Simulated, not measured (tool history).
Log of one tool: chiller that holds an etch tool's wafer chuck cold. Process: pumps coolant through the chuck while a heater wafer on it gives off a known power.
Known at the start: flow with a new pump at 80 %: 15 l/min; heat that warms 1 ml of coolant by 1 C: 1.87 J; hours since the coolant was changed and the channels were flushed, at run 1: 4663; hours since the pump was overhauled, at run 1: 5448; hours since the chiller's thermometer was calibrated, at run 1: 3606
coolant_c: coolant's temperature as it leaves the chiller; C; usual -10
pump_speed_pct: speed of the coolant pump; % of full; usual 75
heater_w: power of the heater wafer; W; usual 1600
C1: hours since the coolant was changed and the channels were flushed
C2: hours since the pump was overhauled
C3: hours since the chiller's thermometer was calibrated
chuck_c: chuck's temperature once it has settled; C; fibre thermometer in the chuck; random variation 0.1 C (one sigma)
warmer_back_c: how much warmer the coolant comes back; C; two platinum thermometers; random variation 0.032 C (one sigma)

run 1 hour=0.0 | coolant_c=-10 pump_speed_pct=75 heater_w=1600 | C1=4663 C2=5448 C3=3606 | chuck_c=0.8 warmer_back_c=3.67
run 2 hour=133.5 | coolant_c=-10 pump_speed_pct=75 heater_w=1600 | C1=4796 C2=5581 C3=3739 | chuck_c=0.9 warmer_back_c=3.68
run 3 hour=246.9 | coolant_c=-10 pump_speed_pct=75 heater_w=1600 | C1=4910 C2=5695 C3=3853 | chuck_c=0.9 warmer_back_c=3.73
run 4 hour=318.0 | coolant_c=-10 pump_speed_pct=75 heater_w=1600 | C1=4981 C2=5766 C3=3924 | chuck_c=0.9 warmer_back_c=3.68
run 5 hour=405.0 | coolant_c=-10 pump_speed_pct=90 heater_w=1600 | C1=5068 C2=5853 C3=4011 | chuck_c=-0.4 warmer_back_c=3.02
run 6 hour=534.8 | coolant_c=-10 pump_speed_pct=90 heater_w=1600 | C1=5198 C2=5983 C3=4141 | chuck_c=-0.4 warmer_back_c=3.07
-- hour=576.3 chiller's thermometer calibrated
run 7 hour=688.0 | coolant_c=-10 pump_speed_pct=90 heater_w=1600 | C1=5350 C2=6135 C3=112 | chuck_c=-0.1 warmer_back_c=3.09
run 8 hour=798.2 | coolant_c=-5 pump_speed_pct=90 heater_w=1600 | C1=5460 C2=6245 C3=222 | chuck_c=4.7 warmer_back_c=3.09
run 9 hour=892.3 | coolant_c=-2 pump_speed_pct=75 heater_w=1600 | C1=5554 C2=6339 C3=316 | chuck_c=8.7 warmer_back_c=3.73
run 10 hour=981.1 | coolant_c=-10 pump_speed_pct=67 heater_w=1600 | C1=5643 C2=6428 C3=405 | chuck_c=1.7 warmer_back_c=4.20
run 11 hour=1138.1 | coolant_c=-10 pump_speed_pct=75 heater_w=1091 | C1=5800 C2=6585 C3=562 | chuck_c=-2.6 warmer_back_c=2.54
run 12 hour=1279.2 | coolant_c=-10 pump_speed_pct=75 heater_w=1600 | C1=5941 C2=6726 C3=703 | chuck_c=1.0 warmer_back_c=3.73
run 13 hour=1405.4 | coolant_c=-10 pump_speed_pct=75 heater_w=1600 | C1=6067 C2=6852 C3=829 | chuck_c=0.9 warmer_back_c=3.75
run 14 hour=1496.0 | coolant_c=-10 pump_speed_pct=75 heater_w=1600 | C1=6158 C2=6943 C3=920 | chuck_c=0.8 warmer_back_c=3.78
run 15 hour=1587.3 | coolant_c=-2 pump_speed_pct=75 heater_w=1600 | C1=6249 C2=7034 C3=1011 | chuck_c=8.8 warmer_back_c=3.79
run 16 hour=1690.9 | coolant_c=-2 pump_speed_pct=75 heater_w=1600 | C1=6353 C2=7138 C3=1115 | chuck_c=8.8 warmer_back_c=3.78
run 17 hour=1853.0 | coolant_c=-10 pump_speed_pct=78 heater_w=1600 | C1=6515 C2=7300 C3=1277 | chuck_c=0.7 warmer_back_c=3.63
run 18 hour=1956.5 | coolant_c=-7 pump_speed_pct=78 heater_w=851 | C1=6618 C2=7403 C3=1380 | chuck_c=-1.2 warmer_back_c=1.99
run 19 hour=2120.0 | coolant_c=-7 pump_speed_pct=78 heater_w=851 | C1=6782 C2=7567 C3=1544 | chuck_c=-1.4 warmer_back_c=1.95
run 20 hour=2218.9 | coolant_c=-6 pump_speed_pct=75 heater_w=1385 | C1=6881 C2=7666 C3=1643 | chuck_c=3.5 warmer_back_c=3.26
run 21 hour=2378.3 | coolant_c=-12 pump_speed_pct=84 heater_w=1955 | C1=7040 C2=7825 C3=1802 | chuck_c=0.5 warmer_back_c=4.14
run 22 hour=2483.3 | coolant_c=-12 pump_speed_pct=84 heater_w=1955 | C1=7145 C2=7930 C3=1907 | chuck_c=0.5 warmer_back_c=4.11
run 23 hour=2569.9 | coolant_c=-12 pump_speed_pct=84 heater_w=1955 | C1=7232 C2=8017 C3=1994 | chuck_c=0.5 warmer_back_c=4.11
run 24 hour=2702.3 | coolant_c=-10 pump_speed_pct=61 heater_w=1604 | C1=7364 C2=8149 C3=2126 | chuck_c=2.4 warmer_back_c=4.65
run 25 hour=2775.1 | coolant_c=-10 pump_speed_pct=61 heater_w=1604 | C1=7437 C2=8222 C3=2199 | chuck_c=2.5 warmer_back_c=4.67
run 26 hour=2924.7 | coolant_c=-9 pump_speed_pct=74 heater_w=1632 | C1=7587 C2=8372 C3=2348 | chuck_c=2.3 warmer_back_c=3.92
run 27 hour=3020.1 | coolant_c=-9 pump_speed_pct=96 heater_w=1632 | C1=7682 C2=8467 C3=2444 | chuck_c=0.6 warmer_back_c=3.10
run 28 hour=3136.9 | coolant_c=-9 pump_speed_pct=96 heater_w=1335 | C1=7799 C2=8584 C3=2561 | chuck_c=-1.3 warmer_back_c=2.55
-- hour=3271.9 coolant changed, channels flushed
run 29 hour=3309.9 | coolant_c=-18 pump_speed_pct=93 heater_w=2007 | C1=38 C2=8751 C3=2728 | chuck_c=-6.1 warmer_back_c=3.86
run 30 hour=3454.9 | coolant_c=-1 pump_speed_pct=93 heater_w=2125 | C1=183 C2=8896 C3=2873 | chuck_c=11.5 warmer_back_c=4.09
run 31 hour=3610.9 | coolant_c=-10 pump_speed_pct=85 heater_w=849 | C1=339 C2=9052 C3=3029 | chuck_c=-4.6 warmer_back_c=1.93

3 ways to go on from here, each from the tool as it stands after run 31. What would each give?
run A hour=3701.6 | coolant_c=-11 pump_speed_pct=67 heater_w=938 | C1=430 C2=9142 C3=3119 | chuck_c=? warmer_back_c=?
run B hour=3701.6 | coolant_c=-10 pump_speed_pct=85 heater_w=850 | C1=430 C2=9142 C3=3119 | chuck_c=? warmer_back_c=?
run C hour=3701.6 | coolant_c=-6 pump_speed_pct=85 heater_w=1579 | C1=430 C2=9142 C3=3119 | chuck_c=? warmer_back_c=?

run=A chuck_c=-4.2 warmer_back_c=2.65
run=B chuck_c=-4.6 warmer_back_c=1.95
run=C chuck_c=4.0 warmer_back_c=3.41
Without the tool's hidden state the same runs would have given:
run=A chuck_c=-4.2 warmer_back_c=2.46
run=B chuck_c=-4.6 warmer_back_c=1.76
run=C chuck_c=4.0 warmer_back_c=3.22

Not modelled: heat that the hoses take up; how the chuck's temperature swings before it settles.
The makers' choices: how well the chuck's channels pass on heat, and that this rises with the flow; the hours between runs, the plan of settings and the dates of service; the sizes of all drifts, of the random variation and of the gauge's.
